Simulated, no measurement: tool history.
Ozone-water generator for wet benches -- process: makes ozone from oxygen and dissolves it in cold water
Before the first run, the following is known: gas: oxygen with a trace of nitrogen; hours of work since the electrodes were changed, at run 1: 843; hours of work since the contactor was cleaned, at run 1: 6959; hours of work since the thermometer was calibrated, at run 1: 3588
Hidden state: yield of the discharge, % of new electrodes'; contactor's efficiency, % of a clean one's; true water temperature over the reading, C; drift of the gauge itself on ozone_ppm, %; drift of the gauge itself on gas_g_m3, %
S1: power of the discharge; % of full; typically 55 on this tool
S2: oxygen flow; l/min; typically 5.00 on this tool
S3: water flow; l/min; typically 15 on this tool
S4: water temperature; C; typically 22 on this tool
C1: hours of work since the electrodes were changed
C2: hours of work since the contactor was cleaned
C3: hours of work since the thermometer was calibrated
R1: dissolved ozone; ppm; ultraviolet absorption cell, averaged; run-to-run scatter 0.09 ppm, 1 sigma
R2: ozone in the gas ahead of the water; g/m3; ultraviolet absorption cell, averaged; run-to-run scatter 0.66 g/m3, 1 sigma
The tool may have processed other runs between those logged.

Run 1, day 0.000: usual settings; C1 843; C2 6959; C3 3588. Result: R1 15.75 ppm, R2 139.2 g/m3.
Run 2, day 2.717: usual settings but S2 7.38 l/min; C1 897; C2 7013; C3 3642. Result: R1 15.64 ppm, R2 117.5 g/m3.
At day 3.796: contactor cleaned.
Run 3, day 5.592: usual settings but S2 7.38 l/min; C1 952; C2 36; C3 3696. Result: R1 15.60 ppm, R2 117.8 g/m3.
Run 4, day 7.900: usual settings but S2 7.38 l/min; C1 998; C2 82; C3 3743. Result: R1 15.67 ppm, R2 119.1 g/m3.
Run 5, day 10.879: usual settings but S1 72 % of full; C1 1058; C2 142; C3 3803. Result: R1 19.17 ppm, R2 169.6 g/m3.
Run 6, day 13.004: usual settings but S1 72 % of full; C1 1100; C2 185; C3 3845. Result: R1 19.08 ppm, R2 169.9 g/m3.
Run 7, day 15.492: usual settings but S1 72 % of full; C1 1150; C2 235; C3 3895. Result: R1 19.23 ppm, R2 169.7 g/m3.
Run 8, day 17.350: usual settings but S1 72 % of full; C1 1188; C2 272; C3 3932. Result: R1 19.23 ppm, R2 169.6 g/m3.
Run 9, day 19.421: usual settings; C1 1229; C2 314; C3 3974. Result: R1 15.58 ppm, R2 139.7 g/m3.
Run 10, day 22.454: usual settings; C1 1290; C2 374; C3 4035. Result: R1 15.60 ppm, R2 137.5 g/m3.
Run 11, day 25.462: usual settings; C1 1350; C2 435; C3 4095. Result: R1 15.58 ppm, R2 140.4 g/m3.
Run 12, day 27.662: usual settings but S1 90 % of full; C1 1395; C2 479; C3 4139. Result: R1 22.36 ppm, R2 201.0 g/m3.
Run 13, day 29.267: usual settings but S1 90 % of full; C1 1427; C2 511; C3 4172. Result: R1 22.45 ppm, R2 201.0 g/m3.
Run 14, day 32.867: usual settings; C1 1499; C2 583; C3 4244. Result: R1 15.67 ppm, R2 139.7 g/m3.
Run 15, day 36.162: usual settings; C1 1565; C2 650; C3 4310. Result: R1 15.64 ppm, R2 139.0 g/m3.
Run 16, day 39.571: usual settings; C1 1634; C2 718; C3 4378. Result: R1 15.38 ppm, R2 138.3 g/m3.
Run 17, day 41.317: usual settings but S1 65 % of full, S2 4.17 l/min, S3 10 l/min, S4 19 C; C1 1669; C2 753; C3 4413. Result: R1 24.59 ppm, R2 171.5 g/m3.
Run 18, day 44.096: usual settings but S3 20 l/min; C1 1724; C2 809; C3 4469. Result: R1 12.04 ppm, R2 138.6 g/m3.
At day 46.400: gauge calibrated.
Run 19, day 47.012: usual settings but S3 20 l/min; C1 1783; C2 867; C3 4528. Result: R1 12.32 ppm, R2 138.8 g/m3.
Run 20, day 50.712: usual settings but S3 20 l/min; C1 1857; C2 942; C3 4602. Result: R1 12.34 ppm, R2 139.5 g/m3.
Run 21, day 52.446: usual settings but S3 20 l/min, S4 15 C; C1 1892; C2 976; C3 4637. Result: R1 13.76 ppm, R2 139.3 g/m3.
Run 22, day 54.412: usual settings but S2 3.25 l/min, S3 20 l/min, S4 15 C; C1 1931; C2 1016; C3 4676. Result: R1 12.58 ppm, R2 166.6 g/m3.
Run 23, day 57.567: usual settings but S3 10 l/min, S4 19 C; C1 1995; C2 1079; C3 4739. Result: R1 21.93 ppm, R2 139.7 g/m3.
Run 24, day 59.233: usual settings but S1 67 % of full, S2 4.21 l/min; C1 2028; C2 1112; C3 4773. Result: R1 17.99 ppm, R2 173.6 g/m3.
Run 25, day 61.400: usual settings but S1 56 % of full, S2 5.02 l/min, S3 22 l/min, S4 15 C; C1 2072; C2 1156; C3 4816. Result: R1 12.55 ppm, R2 139.3 g/m3.
Run 26, day 62.979: usual settings but S1 78 % of full, S2 6.17 l/min, S3 22 l/min, S4 28 C; C1 2103; C2 1188; C3 4848. Result: R1 13.51 ppm, R2 164.8 g/m3.
Run 27, day 66.625: usual settings but S1 88 % of full, S2 2.86 l/min, S3 12 l/min, S4 16 C; C1 2177; C2 1261; C3 4921. Result: R1 27.58 ppm, R2 249.7 g/m3.
Run 28, day 68.762: usual settings but S1 88 % of full, S2 2.86 l/min, S3 12 l/min, S4 16 C; C1 2219; C2 1304; C3 4964. Result: R1 27.55 ppm, R2 251.9 g/m3.
Run 29, day 70.883: usual settings but S1 65 % of full, S2 3.35 l/min, S3 9 l/min, S4 20 C; C1 2262; C2 1346; C3 5007. Result: R1 26.34 ppm, R2 187.6 g/m3.
Run 30, day 73.646: usual settings but S1 63 % of full, S2 3.35 l/min, S4 20 C; C1 2317; C2 1402; C3 5062. Result: R1 17.15 ppm, R2 184.7 g/m3.
Run 31, day 76.842: usual settings but S1 63 % of full, S2 3.35 l/min, S4 20 C; C1 2382; C2 1466; C3 5126. Result: R1 17.20 ppm, R2 183.3 g/m3.
At day 79.771: water thermometer calibrated.
Run 32, day 80.100: usual settings but S1 63 % of full, S2 3.35 l/min, S4 20 C; C1 2447; C2 1531; C3 7. Result: R1 16.87 ppm, R2 183.1 g/m3.

Predict each of these 3 candidate next runs independently; none follows another, all start after run 32:
Run A, day 82.142: usual settings but S1 52 % of full, S2 3.35 l/min, S3 16 l/min, S4 16 C; C1 2488; C2 1572; C3 48. Result: R1 ?, R2 ?.
Run B, day 82.142: usual settings; C1 2488; C2 1572; C3 48. Result: R1 ?, R2 ?.
Run C, day 82.142: usual settings but S2 2.69 l/min, S3 11 l/min, S4 14 C; C1 2488; C2 1572; C3 48. Result: R1 ?, R2 ?.

run     R1     R2
  A  14.57  159.7
  B  15.58  138.6
  C  21.07  181.3
With no hidden state in the tool, these same runs would have given:
run     R1     R2
  A  14.92  159.7
  B  15.95  138.7
  C  21.58  181.4
